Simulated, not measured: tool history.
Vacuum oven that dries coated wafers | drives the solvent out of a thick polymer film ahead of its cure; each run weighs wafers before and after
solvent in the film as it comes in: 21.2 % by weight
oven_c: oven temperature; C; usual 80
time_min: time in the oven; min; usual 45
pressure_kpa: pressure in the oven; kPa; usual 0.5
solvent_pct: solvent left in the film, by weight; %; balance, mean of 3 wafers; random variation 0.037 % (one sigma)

{"run": 1, "hour": 0.0, "oven_c": 80, "time_min": 45, "pressure_kpa": 0.5, "solvent_pct": 1.47}
{"run": 2, "hour": 21.5, "oven_c": 80, "time_min": 45, "pressure_kpa": 0.5, "solvent_pct": 1.36}
{"run": 3, "hour": 55.6, "oven_c": 80, "time_min": 45, "pressure_kpa": 0.5, "solvent_pct": 1.47}
{"run": 4, "hour": 75.7, "oven_c": 80, "time_min": 45, "pressure_kpa": 0.5, "solvent_pct": 1.41}
{"hour": 79.8, "done": "vacuum gauge cleaned of residue and calibrated"}
{"run": 5, "hour": 110.3, "oven_c": 80, "time_min": 45, "pressure_kpa": 0.5, "solvent_pct": 1.57}
{"hour": 141.8, "done": "vacuum gauge cleaned of residue and calibrated, once more"}
{"run": 6, "hour": 145.2, "oven_c": 80, "time_min": 45, "pressure_kpa": 0.5, "solvent_pct": 1.28}
{"run": 7, "hour": 166.6, "oven_c": 69, "time_min": 45, "pressure_kpa": 0.489, "solvent_pct": 5.26}
{"run": 8, "hour": 195.9, "oven_c": 69, "time_min": 39, "pressure_kpa": 0.394, "solvent_pct": 5.94}
{"run": 9, "hour": 218.1, "oven_c": 78, "time_min": 37, "pressure_kpa": 0.466, "solvent_pct": 2.52}
{"run": 10, "hour": 242.1, "oven_c": 90, "time_min": 46, "pressure_kpa": 0.466, "solvent_pct": 0.16}
{"run": 11, "hour": 274.1, "oven_c": 74, "time_min": 52, "pressure_kpa": 0.5, "solvent_pct": 2.49}

The same runs without the tool's hidden state, with the same run-to-run variation:
The hidden state here: true wafer temperature over the reading, C; true pressure over the reading, kPa; drift of the gauge itself on solvent_pct, %.
run=1 solvent_pct=0.98
run=2 solvent_pct=0.86
run=3 solvent_pct=0.96
run=4 solvent_pct=0.88
run=5 solvent_pct=0.96
run=6 solvent_pct=0.94
run=7 solvent_pct=4.37
run=8 solvent_pct=5
run=9 solvent_pct=1.89
run=10 solvent_pct=0.1
run=11 solvent_pct=1.82
